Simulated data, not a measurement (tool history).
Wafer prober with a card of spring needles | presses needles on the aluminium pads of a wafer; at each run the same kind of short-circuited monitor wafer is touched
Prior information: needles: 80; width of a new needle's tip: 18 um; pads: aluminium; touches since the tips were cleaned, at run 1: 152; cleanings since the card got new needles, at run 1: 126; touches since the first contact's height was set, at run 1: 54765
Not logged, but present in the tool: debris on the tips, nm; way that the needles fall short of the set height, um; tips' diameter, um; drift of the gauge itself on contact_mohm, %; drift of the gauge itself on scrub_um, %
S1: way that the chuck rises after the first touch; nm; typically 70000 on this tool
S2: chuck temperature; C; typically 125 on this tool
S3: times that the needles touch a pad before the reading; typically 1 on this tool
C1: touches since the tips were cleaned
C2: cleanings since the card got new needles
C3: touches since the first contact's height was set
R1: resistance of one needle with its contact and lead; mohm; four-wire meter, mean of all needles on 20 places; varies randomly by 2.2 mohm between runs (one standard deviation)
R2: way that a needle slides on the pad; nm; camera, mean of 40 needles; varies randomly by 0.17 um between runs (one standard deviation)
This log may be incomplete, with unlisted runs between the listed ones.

run,hour,S1,S2,S3,C1,C2,C3,R1,R2
1,0,70000,125,1,152,126,54765,260,16990
# hour 4.8: tips cleaned on abrasive film
# hour 9.5: tips cleaned on abrasive film
# hour 14.3: tips cleaned on abrasive film
# hour 19.1: tips cleaned on abrasive film
# hour 25: tips cleaned on abrasive film
# hour 29.8: tips cleaned on abrasive film
# hour 34.6: tips cleaned on abrasive film
# hour 39.4: tips cleaned on abrasive film
# hour 45.3: tips cleaned on abrasive film
# hour 50.1: tips cleaned on abrasive film
# hour 54.9: tips cleaned on abrasive film
# hour 59.6: tips cleaned on abrasive film
# hour 65.6: tips cleaned on abrasive film
2,68.3,70000,125,1,1268,139,85773,303,16800
# hour 70.8: tips cleaned on abrasive film
# hour 75.5: tips cleaned on abrasive film
# hour 81.5: tips cleaned on abrasive film
# hour 87.4: tips cleaned on abrasive film
# hour 92.2: tips cleaned on abrasive film
# hour 98.1: tips cleaned on abrasive film
# hour 104.1: tips cleaned on abrasive film
3,107.4,72000,125,1,1543,146,103538,295,17160
# hour 109.9: tips cleaned on abrasive film
# hour 114.6: tips cleaned on abrasive film
# hour 119.4: tips cleaned on abrasive film
# hour 124.2: tips cleaned on abrasive film
# hour 129: tips cleaned on abrasive film
# hour 134.9: tips cleaned on abrasive film
# hour 139.7: tips cleaned on abrasive film
# hour 145.6: tips cleaned on abrasive film
# hour 151.6: tips cleaned on abrasive film
# hour 156.3: tips cleaned on abrasive film
# hour 161.1: tips cleaned on abrasive film
# hour 167.1: tips cleaned on abrasive film
4,168.2,72000,125,1,506,158,131081,276,16760
# hour 172.9: tips cleaned on abrasive film
# hour 177.7: tips cleaned on abrasive film
# hour 183.6: tips cleaned on abrasive film
# hour 189.6: tips cleaned on abrasive film
# hour 194.4: tips cleaned on abrasive film
# hour 199.1: tips cleaned on abrasive film
# hour 203.9: tips cleaned on abrasive film
# hour 209.9: tips cleaned on abrasive film
5,210,72000,125,1,58,166,150065,254,16280
# hour 214.8: tips cleaned on abrasive film
# hour 219.5: tips cleaned on abrasive film
# hour 224.3: tips cleaned on abrasive film
# hour 230.3: tips cleaned on abrasive film
# hour 235: tips cleaned on abrasive film
# hour 239.8: tips cleaned on abrasive film
# hour 245.8: tips cleaned on abrasive film
# hour 250.5: tips cleaned on abrasive film
# hour 255.3: tips cleaned on abrasive film
6,259,70000,48,1,1730,175,172348,307,16070
# hour 260.3: tips cleaned on abrasive film
# hour 266.3: tips cleaned on abrasive film
# hour 271: tips cleaned on abrasive film
# hour 275.8: tips cleaned on abrasive film
# hour 280.6: tips cleaned on abrasive film
# hour 285.4: tips cleaned on abrasive film
# hour 291.3: tips cleaned on abrasive film
# hour 297.2: tips cleaned on abrasive film
# hour 302: tips cleaned on abrasive film
# hour 308: tips cleaned on abrasive film
# hour 313.9: tips cleaned on abrasive film
7,315.9,65000,125,1,928,186,198150,307,14620
# hour 319.5: tips cleaned on abrasive film
# hour 324.3: tips cleaned on abrasive film
# hour 329.1: tips cleaned on abrasive film
# hour 335: tips cleaned on abrasive film
# hour 339.8: tips cleaned on abrasive film
# hour 344.6: tips cleaned on abrasive film
# hour 349.3: tips cleaned on abrasive film
# hour 354.1: tips cleaned on abrasive film
# hour 358.9: tips cleaned on abrasive film
# hour 364.8: tips cleaned on abrasive film
# hour 369.6: tips cleaned on abrasive film
# hour 375.5: tips cleaned on abrasive film
# hour 380.3: tips cleaned on abrasive film
# hour 385.1: tips cleaned on abrasive film
# hour 391: tips cleaned on abrasive film
# hour 395.8: tips cleaned on abrasive film
# hour 400.6: tips cleaned on abrasive film
8,401.7,70000,125,1,533,203,237074,295,15270
# hour 406.5: tips cleaned on abrasive film
# hour 411.3: tips cleaned on abrasive film
# hour 416.1: tips cleaned on abrasive film
# hour 416.4: height of the first contact set anew
# hour 421.1: tips cleaned on abrasive film
# hour 427.1: tips cleaned on abrasive film
# hour 433: tips cleaned on abrasive film
# hour 439: tips cleaned on abrasive film
9,439.4,62000,38,3,190,210,10464,238,15270
# hour 444.2: tips cleaned on abrasive film
# hour 450.1: tips cleaned on abrasive film
# hour 456: tips cleaned on abrasive film
# hour 460.8: tips cleaned on abrasive film
# hour 465.6: tips cleaned on abrasive film
# hour 470.4: tips cleaned on abrasive film
# hour 475.1: tips cleaned on abrasive film
# hour 479.9: tips cleaned on abrasive film
# hour 485.9: tips cleaned on abrasive film
# hour 491.8: tips cleaned on abrasive film
# hour 496.6: tips cleaned on abrasive film
# hour 501.4: tips cleaned on abrasive film
# hour 507.3: tips cleaned on abrasive film
10,509.9,80000,74,3,1196,223,42479,253,19290
# hour 512.3: tips cleaned on abrasive film
# hour 517.1: tips cleaned on abrasive film
# hour 521.9: tips cleaned on abrasive film
# hour 527.8: tips cleaned on abrasive film
# hour 532.6: tips cleaned on abrasive film
# hour 537.4: tips cleaned on abrasive film
# hour 542.1: tips cleaned on abrasive film
# hour 546.9: tips cleaned on abrasive film
11,548,70000,125,2,525,231,59766,274,16800
# hour 552.8: tips cleaned on abrasive film
# hour 558.8: tips cleaned on abrasive film
# hour 563.5: tips cleaned on abrasive film
# hour 568.3: tips cleaned on abrasive film
# hour 573.1: tips cleaned on abrasive film
# hour 579: tips cleaned on abrasive film
# hour 583.8: tips cleaned on abrasive film
# hour 588.6: tips cleaned on abrasive film
# hour 594.5: tips cleaned on abrasive film
# hour 600.5: tips cleaned on abrasive film
# hour 606.4: tips cleaned on abrasive film
# hour 611.2: tips cleaned on abrasive film
# hour 616: tips cleaned on abrasive film
12,616.7,54000,95,2,340,244,90927,276,12650
# hour 621.5: tips cleaned on abrasive film
# hour 626.2: tips cleaned on abrasive film
# hour 631: tips cleaned on abrasive film
# hour 637: tips cleaned on abrasive film
# hour 641.7: tips cleaned on abrasive film
# hour 647.7: tips cleaned on abrasive film
# hour 652.5: tips cleaned on abrasive film
# hour 658.4: tips cleaned on abrasive film
# hour 663.2: tips cleaned on abrasive film
# hour 669.1: tips cleaned on abrasive film
# hour 673.9: tips cleaned on abrasive film
# hour 678.7: tips cleaned on abrasive film
# hour 683.4: tips cleaned on abrasive film
# hour 688.2: tips cleaned on abrasive film
# hour 694.2: tips cleaned on abrasive film
13,694.3,85000,69,1,62,259,126136,244,19770
# hour 699.1: tips cleaned on abrasive film
# hour 703.8: tips cleaned on abrasive film
# hour 709.8: tips cleaned on abrasive film
# hour 715.7: tips cleaned on abrasive film
# hour 721.7: tips cleaned on abrasive film
# hour 727.6: tips cleaned on abrasive film
# hour 732.4: tips cleaned on abrasive film
# hour 737.2: tips cleaned on abrasive film
# hour 743.1: tips cleaned on abrasive film
# hour 749.1: tips cleaned on abrasive film
# hour 753.8: tips cleaned on abrasive film
14,757.4,85000,69,1,1671,270,154844,293,19620
# hour 758.7: tips cleaned on abrasive film
# hour 763.5: tips cleaned on abrasive film
# hour 768.3: tips cleaned on abrasive film
# hour 773: tips cleaned on abrasive film
# hour 777.8: tips cleaned on abrasive film
# hour 782.6: tips cleaned on abrasive film
# hour 788.5: tips cleaned on abrasive film
# hour 793.3: tips cleaned on abrasive film
# hour 798.1: tips cleaned on abrasive film
# hour 802.9: tips cleaned on abrasive film
# hour 808.8: tips cleaned on abrasive film
# hour 813.6: tips cleaned on abrasive film
# hour 819.5: tips cleaned on abrasive film
# hour 824.3: tips cleaned on abrasive film
# hour 830.2: tips cleaned on abrasive film
# hour 836.2: tips cleaned on abrasive film
# hour 840.9: tips cleaned on abrasive film
15,842.3,54000,69,3,614,287,193305,279,11930
# hour 845.9: tips cleaned on abrasive film
# hour 850.7: tips cleaned on abrasive film
# hour 855.4: tips cleaned on abrasive film
# hour 861.4: tips cleaned on abrasive film
# hour 866.2: tips cleaned on abrasive film
# hour 870.9: tips cleaned on abrasive film
# hour 875.7: tips cleaned on abrasive film
# hour 880.5: tips cleaned on abrasive film
# hour 885.3: tips cleaned on abrasive film
16,887.1,54000,69,3,830,296,213607,287,11840

3 options for the next run, each taken on its own from the tool as it stands now. Forecast them:
# hour 890.7: tips cleaned on abrasive film
# hour 895.4: tips cleaned on abrasive film
# hour 900.2: tips cleaned on abrasive film
# hour 905: tips cleaned on abrasive film
# hour 910.9: tips cleaned on abrasive film
# hour 915.7: tips cleaned on abrasive film
# hour 920.5: tips cleaned on abrasive film
# hour 925.3: tips cleaned on abrasive film
# hour 930: tips cleaned on abrasive film
# hour 934.8: tips cleaned on abrasive film
A,934.8,54000,69,1,6,306,235243,?,?
# hour 890.7: tips cleaned on abrasive film
# hour 895.4: tips cleaned on abrasive film
# hour 900.2: tips cleaned on abrasive film
# hour 905: tips cleaned on abrasive film
# hour 910.9: tips cleaned on abrasive film
# hour 915.7: tips cleaned on abrasive film
# hour 920.5: tips cleaned on abrasive film
# hour 925.3: tips cleaned on abrasive film
# hour 930: tips cleaned on abrasive film
# hour 934.8: tips cleaned on abrasive film
B,934.8,62000,125,1,6,306,235243,?,?
# hour 890.7: tips cleaned on abrasive film
# hour 895.4: tips cleaned on abrasive film
# hour 900.2: tips cleaned on abrasive film
# hour 905: tips cleaned on abrasive film
# hour 910.9: tips cleaned on abrasive film
# hour 915.7: tips cleaned on abrasive film
# hour 920.5: tips cleaned on abrasive film
# hour 925.3: tips cleaned on abrasive film
# hour 930: tips cleaned on abrasive film
# hour 934.8: tips cleaned on abrasive film
C,934.8,87000,32,2,6,306,235243,?,?

run,R1,R2
A,270,11650
B,267,13340
C,227,19390
With no hidden state in the tool, these same runs would have given:
run,R1,R2
A,241,13480
B,244,15130
C,218,21180
